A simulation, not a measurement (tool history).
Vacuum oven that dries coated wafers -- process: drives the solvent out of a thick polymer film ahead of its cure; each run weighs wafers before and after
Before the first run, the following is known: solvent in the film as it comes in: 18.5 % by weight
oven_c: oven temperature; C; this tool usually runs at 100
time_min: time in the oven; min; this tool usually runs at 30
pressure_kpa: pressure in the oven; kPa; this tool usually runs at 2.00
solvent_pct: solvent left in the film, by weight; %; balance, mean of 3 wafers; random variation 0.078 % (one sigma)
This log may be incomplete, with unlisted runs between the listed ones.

{"run": 1, "hour": 0.0, "oven_c": 100, "time_min": 30, "pressure_kpa": 2.0, "solvent_pct": 6.97}
{"run": 2, "hour": 25.5, "oven_c": 100, "time_min": 30, "pressure_kpa": 2.0, "solvent_pct": 7.02}
{"run": 3, "hour": 40.7, "oven_c": 100, "time_min": 30, "pressure_kpa": 2.0, "solvent_pct": 7.02}
{"run": 4, "hour": 61.0, "oven_c": 100, "time_min": 30, "pressure_kpa": 2.0, "solvent_pct": 6.94}
{"run": 5, "hour": 93.2, "oven_c": 100, "time_min": 30, "pressure_kpa": 2.0, "solvent_pct": 7.14}
{"run": 6, "hour": 123.5, "oven_c": 100, "time_min": 30, "pressure_kpa": 2.0, "solvent_pct": 7.21}
{"run": 7, "hour": 147.5, "oven_c": 100, "time_min": 30, "pressure_kpa": 2.0, "solvent_pct": 7.0}
{"run": 8, "hour": 163.6, "oven_c": 105, "time_min": 30, "pressure_kpa": 2.0, "solvent_pct": 5.76}
{"run": 9, "hour": 195.3, "oven_c": 105, "time_min": 49, "pressure_kpa": 2.0, "solvent_pct": 4.13}
{"run": 10, "hour": 228.2, "oven_c": 105, "time_min": 49, "pressure_kpa": 2.0, "solvent_pct": 4.14}
{"run": 11, "hour": 254.6, "oven_c": 105, "time_min": 49, "pressure_kpa": 2.0, "solvent_pct": 4.02}
{"run": 12, "hour": 281.0, "oven_c": 105, "time_min": 49, "pressure_kpa": 2.0, "solvent_pct": 4.11}
{"run": 13, "hour": 305.7, "oven_c": 105, "time_min": 49, "pressure_kpa": 2.0, "solvent_pct": 4.18}
{"run": 14, "hour": 334.7, "oven_c": 105, "time_min": 49, "pressure_kpa": 2.0, "solvent_pct": 4.25}
{"run": 15, "hour": 359.9, "oven_c": 105, "time_min": 49, "pressure_kpa": 3.93, "solvent_pct": 6.66}
{"run": 16, "hour": 379.0, "oven_c": 105, "time_min": 49, "pressure_kpa": 3.93, "solvent_pct": 6.74}
{"run": 17, "hour": 411.3, "oven_c": 105, "time_min": 49, "pressure_kpa": 3.93, "solvent_pct": 6.71}
{"run": 18, "hour": 435.9, "oven_c": 105, "time_min": 49, "pressure_kpa": 3.93, "solvent_pct": 6.72}
{"run": 19, "hour": 451.1, "oven_c": 105, "time_min": 49, "pressure_kpa": 3.93, "solvent_pct": 6.69}
{"run": 20, "hour": 471.1, "oven_c": 105, "time_min": 49, "pressure_kpa": 3.93, "solvent_pct": 6.77}
{"run": 21, "hour": 488.5, "oven_c": 101, "time_min": 16, "pressure_kpa": 5.78, "solvent_pct": 13.41}
{"hour": 503.0, "done": "oven's thermocouples calibrated"}
{"run": 22, "hour": 525.7, "oven_c": 105, "time_min": 19, "pressure_kpa": 1.04, "solvent_pct": 6.31}
{"run": 23, "hour": 562.8, "oven_c": 105, "time_min": 19, "pressure_kpa": 1.04, "solvent_pct": 6.46}
{"run": 24, "hour": 584.2, "oven_c": 100, "time_min": 45, "pressure_kpa": 3.15, "solvent_pct": 6.53}
{"run": 25, "hour": 604.5, "oven_c": 95, "time_min": 18, "pressure_kpa": 5.96, "solvent_pct": 13.94}
{"run": 26, "hour": 633.8, "oven_c": 110, "time_min": 38, "pressure_kpa": 6.85, "solvent_pct": 8.36}
{"run": 27, "hour": 662.8, "oven_c": 110, "time_min": 38, "pressure_kpa": 6.85, "solvent_pct": 8.49}
{"run": 28, "hour": 697.1, "oven_c": 110, "time_min": 38, "pressure_kpa": 6.85, "solvent_pct": 8.29}
{"run": 29, "hour": 729.7, "oven_c": 99, "time_min": 30, "pressure_kpa": 2.0, "solvent_pct": 7.03}
{"run": 30, "hour": 750.0, "oven_c": 91, "time_min": 45, "pressure_kpa": 1.45, "solvent_pct": 6.89}
{"run": 31, "hour": 778.5, "oven_c": 91, "time_min": 45, "pressure_kpa": 1.45, "solvent_pct": 6.89}
{"run": 32, "hour": 796.5, "oven_c": 93, "time_min": 48, "pressure_kpa": 1.76, "solvent_pct": 6.63}
{"run": 33, "hour": 821.3, "oven_c": 93, "time_min": 48, "pressure_kpa": 1.76, "solvent_pct": 6.72}
{"run": 34, "hour": 844.7, "oven_c": 104, "time_min": 38, "pressure_kpa": 2.0, "solvent_pct": 4.99}
{"run": 35, "hour": 873.3, "oven_c": 85, "time_min": 16, "pressure_kpa": 5.86, "solvent_pct": 17.99}
{"run": 36, "hour": 896.3, "oven_c": 100, "time_min": 16, "pressure_kpa": 2.0, "solvent_pct": 9.69}
{"run": 37, "hour": 917.2, "oven_c": 100, "time_min": 16, "pressure_kpa": 2.0, "solvent_pct": 9.65}
{"run": 38, "hour": 949.7, "oven_c": 105, "time_min": 18, "pressure_kpa": 2.0, "solvent_pct": 7.74}
{"run": 39, "hour": 967.1, "oven_c": 89, "time_min": 18, "pressure_kpa": 2.0, "solvent_pct": 12.11}

Had the tool no unlogged condition, and each run kept its random variation, what would the results have been?
Unlogged tool condition in this case: true wafer temperature over the reading, C; true pressure over the reading, kPa; drift of the gauge itself on solvent_pct, %.
run=1 solvent_pct=5.99
run=2 solvent_pct=6.02
run=3 solvent_pct=6.01
run=4 solvent_pct=5.92
run=5 solvent_pct=6.08
run=6 solvent_pct=6.12
run=7 solvent_pct=5.93
run=8 solvent_pct=4.78
run=9 solvent_pct=3.22
run=10 solvent_pct=3.20
run=11 solvent_pct=3.08
run=12 solvent_pct=3.16
run=13 solvent_pct=3.19
run=14 solvent_pct=3.24
run=15 solvent_pct=5.46
run=16 solvent_pct=5.50
run=17 solvent_pct=5.48
run=18 solvent_pct=5.46
run=19 solvent_pct=5.43
run=20 solvent_pct=5.48
run=21 solvent_pct=12.10
run=22 solvent_pct=5.87
run=23 solvent_pct=5.99
run=24 solvent_pct=5.84
run=25 solvent_pct=13.37
run=26 solvent_pct=7.79
run=27 solvent_pct=7.89
run=28 solvent_pct=7.68
run=29 solvent_pct=6.28
run=30 solvent_pct=5.88
run=31 solvent_pct=5.85
run=32 solvent_pct=5.60
run=33 solvent_pct=5.66
run=34 solvent_pct=4.22
run=35 solvent_pct=17.13
run=36 solvent_pct=9.00
run=37 solvent_pct=8.96
run=38 solvent_pct=7.04
run=39 solvent_pct=11.23
